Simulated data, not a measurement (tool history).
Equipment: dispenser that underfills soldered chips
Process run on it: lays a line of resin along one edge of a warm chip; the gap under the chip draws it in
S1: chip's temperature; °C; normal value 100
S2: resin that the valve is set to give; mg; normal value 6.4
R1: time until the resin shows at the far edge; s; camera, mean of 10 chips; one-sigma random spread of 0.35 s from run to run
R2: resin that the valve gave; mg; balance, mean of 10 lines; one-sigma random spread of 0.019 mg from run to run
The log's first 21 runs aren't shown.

| run | hour | S1 | S2 | R1 | R2 |
|---|---|---|---|---|---|
| 22 | 269.6 | 89 | 5.71 | 66.9 | 5.52 |
|  | 274 | new syringe of resin |
| 23 | 282.8 | 89 | 5.71 | 47.3 | 5.46 |
|  | 287.7 | dispensing valve cleaned and set on the balance |
|  | 294.7 | new syringe of resin |
| 24 | 297.9 | 94 | 7.89 | 28.1 | 7.86 |
| 25 | 313.3 | 94 | 7.89 | 59.2 | 7.85 |
|  | 314.9 | new syringe of resin |
| 26 | 324 | 90 | 7.62 | 44.7 | 7.56 |
| 27 | 331.4 | 115 | 6.64 | 22.5 | 6.57 |
|  | 334.4 | new syringe of resin |
| 28 | 341.6 | 114 | 7.2 | 15.2 | 7.13 |
| 29 | 351.5 | 93 | 7.4 | 56.8 | 7.3 |
|  | 354.4 | new syringe of resin |
| 30 | 361.2 | 93 | 7.4 | 35.9 | 7.31 |
|  | 374 | new syringe of resin |
| 31 | 375.6 | 105 | 5.42 | 16.3 | 5.31 |
| 32 | 389.6 | 96 | 5.96 | 48 | 5.84 |
|  | 394.3 | new syringe of resin |
| 33 | 401.5 | 110 | 7.8 | 17.2 | 7.6 |
|  | 414.5 | new syringe of resin |
| 34 | 419.2 | 102 | 5.77 | 21.3 | 5.6 |

Branching from run 34: 5 alternative next runs. What would each branch give?
| A | 427.8 | 86 | 6.4 | ? | ? |
| B | 427.8 | 102 | 5.58 | ? | ? |
| C | 427.8 | 93 | 5.67 | ? | ? |
| D | 427.8 | 98 | 6.4 | ? | ? |
| E | 427.8 | 102 | 7.87 | ? | ? |

| run | R1 | R2 |
|---|---|---|
| A | 63.6 | 6.21 |
| B | 33.3 | 5.41 |
| C | 49.5 | 5.5 |
| D | 38 | 6.21 |
| E | 31.9 | 7.6 |
With no hidden state in the tool, these same runs would have given:
| run | R1 | R2 |
|---|---|---|
| A | 34 | 6.4 |
| B | 17.7 | 5.58 |
| C | 26.6 | 5.67 |
| D | 20 | 6.4 |
| E | 17.1 | 7.83 |

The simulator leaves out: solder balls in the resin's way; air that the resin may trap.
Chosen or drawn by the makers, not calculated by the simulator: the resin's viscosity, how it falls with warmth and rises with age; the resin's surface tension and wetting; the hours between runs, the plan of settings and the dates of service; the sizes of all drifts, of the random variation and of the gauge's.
